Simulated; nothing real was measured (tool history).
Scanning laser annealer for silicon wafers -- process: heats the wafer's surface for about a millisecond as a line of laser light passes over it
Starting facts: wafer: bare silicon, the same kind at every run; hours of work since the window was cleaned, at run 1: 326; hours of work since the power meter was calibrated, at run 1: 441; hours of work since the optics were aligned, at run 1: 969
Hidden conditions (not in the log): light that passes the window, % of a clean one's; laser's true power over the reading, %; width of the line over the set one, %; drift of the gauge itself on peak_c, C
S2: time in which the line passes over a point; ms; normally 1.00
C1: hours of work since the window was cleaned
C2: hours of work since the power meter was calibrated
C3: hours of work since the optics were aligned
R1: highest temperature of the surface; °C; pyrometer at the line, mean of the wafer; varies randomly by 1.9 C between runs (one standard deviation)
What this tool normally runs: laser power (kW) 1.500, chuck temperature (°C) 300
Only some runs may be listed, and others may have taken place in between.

Run 1, hour 0.0: usual settings; C1 326; C2 441; C3 969. Result: R1 1097 °C.
Run 2, hour 7.8: usual settings; C1 332; C2 446; C3 974. Result: R1 1098 °C.
Run 3, hour 21.2: usual settings; C1 342; C2 456; C3 984. Result: R1 1097 °C.
Run 4, hour 28.9: usual settings but S2 1.04 ms; C1 347; C2 462; C3 989. Result: R1 1115 °C.
Run 5, hour 39.7: usual settings; C1 355; C2 469; C3 997. Result: R1 1095 °C.
Run 6, hour 56.0: usual settings; C1 367; C2 481; C3 1009. Result: R1 1095 °C.
Run 7, hour 64.6: usual settings; C1 373; C2 487; C3 1015. Result: R1 1094 °C.
Run 8, hour 72.1: usual settings but chuck temperature (°C) 265; C1 378; C2 493; C3 1020. Result: R1 1060 °C.
Run 9, hour 82.6: usual settings but chuck temperature (°C) 289; C1 386; C2 500; C3 1028. Result: R1 1082 °C.
Run 10, hour 91.1: usual settings but laser power (kW) 1.543, chuck temperature (°C) 289; C1 392; C2 506; C3 1034. Result: R1 1106 °C.
Run 11, hour 105.6: usual settings but laser power (kW) 1.602; C1 402; C2 517; C3 1045. Result: R1 1150 °C.
Run 12, hour 121.4: usual settings but S2 0.79 ms; C1 414; C2 528; C3 1056. Result: R1 988 °C.
Run 13, hour 132.0: usual settings but S2 0.79 ms; C1 421; C2 536; C3 1064. Result: R1 989 °C.
Run 14, hour 144.4: usual settings but chuck temperature (°C) 283; C1 430; C2 545; C3 1072. Result: R1 1077 °C.
At hour 147.6: window over the wafer cleaned.
Run 15, hour 158.1: usual settings but chuck temperature (°C) 283; C1 8; C2 553; C3 1081. Result: R1 1072 °C.
Run 16, hour 172.0: usual settings but S2 0.76 ms, chuck temperature (°C) 283; C1 18; C2 563; C3 1091. Result: R1 954 °C.
Run 17, hour 179.5: usual settings but S2 0.76 ms, chuck temperature (°C) 283; C1 23; C2 569; C3 1096. Result: R1 955 °C.
Run 18, hour 191.3: usual settings; C1 31; C2 577; C3 1105. Result: R1 1088 °C.
Run 19, hour 208.5: usual settings; C1 44; C2 589; C3 1117. Result: R1 1088 °C.
Run 20, hour 220.2: usual settings but laser power (kW) 1.553; C1 52; C2 598; C3 1126. Result: R1 1113 °C.
Run 21, hour 238.2: usual settings but laser power (kW) 1.553; C1 65; C2 611; C3 1139. Result: R1 1113 °C.
Run 22, hour 249.3: usual settings but laser power (kW) 1.553; C1 73; C2 619; C3 1147. Result: R1 1113 °C.
At hour 255.0: window over the wafer cleaned, once more.
Run 23, hour 267.9: usual settings but laser power (kW) 1.553; C1 9; C2 631; C3 1159. Result: R1 1139 °C.
Run 24, hour 282.9: usual settings but laser power (kW) 1.553, S2 1.20 ms; C1 20; C2 642; C3 1169. Result: R1 1234 °C.
Run 25, hour 296.1: usual settings but laser power (kW) 1.553, S2 1.20 ms; C1 30; C2 651; C3 1179. Result: R1 1238 °C.
Run 26, hour 305.5: usual settings but laser power (kW) 1.577, chuck temperature (°C) 319; C1 36; C2 658; C3 1186. Result: R1 1169 °C.
Run 27, hour 321.0: usual settings but laser power (kW) 1.577, S2 0.99 ms, chuck temperature (°C) 317; C1 48; C2 669; C3 1197. Result: R1 1160 °C.
Run 28, hour 334.5: usual settings but laser power (kW) 1.483, S2 0.73 ms, chuck temperature (°C) 319; C1 57; C2 679; C3 1206. Result: R1 980 °C.
Run 29, hour 346.9: usual settings but laser power (kW) 1.483, S2 1.18 ms, chuck temperature (°C) 275; C1 66; C2 688; C3 1215. Result: R1 1158 °C.
Run 30, hour 358.8: usual settings but laser power (kW) 1.411, chuck temperature (°C) 284; C1 75; C2 696; C3 1224. Result: R1 1043 °C.
Run 31, hour 370.2: usual settings but S2 0.91 ms, chuck temperature (°C) 323; C1 83; C2 704; C3 1232. Result: R1 1085 °C.
Run 32, hour 382.5: usual settings but S2 0.91 ms, chuck temperature (°C) 323; C1 92; C2 713; C3 1241. Result: R1 1083 °C.
Run 33, hour 399.9: usual settings but laser power (kW) 1.297, S2 0.84 ms, chuck temperature (°C) 335; C1 104; C2 726; C3 1254. Result: R1 960 °C.
Run 34, hour 407.9: usual settings but laser power (kW) 1.508, chuck temperature (°C) 305; C1 110; C2 732; C3 1259. Result: R1 1116 °C.
Run 35, hour 419.3: usual settings but laser power (kW) 1.451; C1 118; C2 740; C3 1267. Result: R1 1080 °C.
Run 36, hour 436.9: usual settings but laser power (kW) 1.327, S2 0.75 ms, chuck temperature (°C) 263; C1 131; C2 752; C3 1280. Result: R1 859 °C.
Run 37, hour 447.0: usual settings but laser power (kW) 1.327, S2 0.75 ms, chuck temperature (°C) 263; C1 138; C2 760; C3 1287. Result: R1 860 °C.
Run 38, hour 455.8: usual settings but laser power (kW) 1.327, S2 0.75 ms, chuck temperature (°C) 263; C1 145; C2 766; C3 1294. Result: R1 861 °C.
Run 39, hour 463.3: usual settings but laser power (kW) 1.293, chuck temperature (°C) 317; C1 150; C2 772; C3 1299. Result: R1 1006 °C.
Run 40, hour 480.7: usual settings but laser power (kW) 1.293, S2 0.93 ms, chuck temperature (°C) 280; C1 163; C2 784; C3 1312. Result: R1 940 °C.

Here are 4 independent what-if runs from the current tool condition. What would each one return?
Run A, hour 489.9: usual settings but laser power (kW) 1.427, S2 0.91 ms, chuck temperature (°C) 280; C1 169; C2 791; C3 1318. Result: R1 ?.
Run B, hour 489.9: usual settings but laser power (kW) 1.293, S2 1.12 ms, chuck temperature (°C) 280; C1 169; C2 791; C3 1318. Result: R1 ?.
Run C, hour 489.9: usual settings but laser power (kW) 1.356, S2 0.93 ms, chuck temperature (°C) 283; C1 169; C2 791; C3 1318. Result: R1 ?.
Run D, hour 489.9: usual settings but laser power (kW) 1.293, S2 1.10 ms, chuck temperature (°C) 320; C1 169; C2 791; C3 1318. Result: R1 ?.

run    R1
  A  1001
  B  1021
  C   976
  D  1052
Had the tool no hidden state, the same runs would have come out as:
run    R1
  A  1020
  B  1040
  C   994
  D  1071
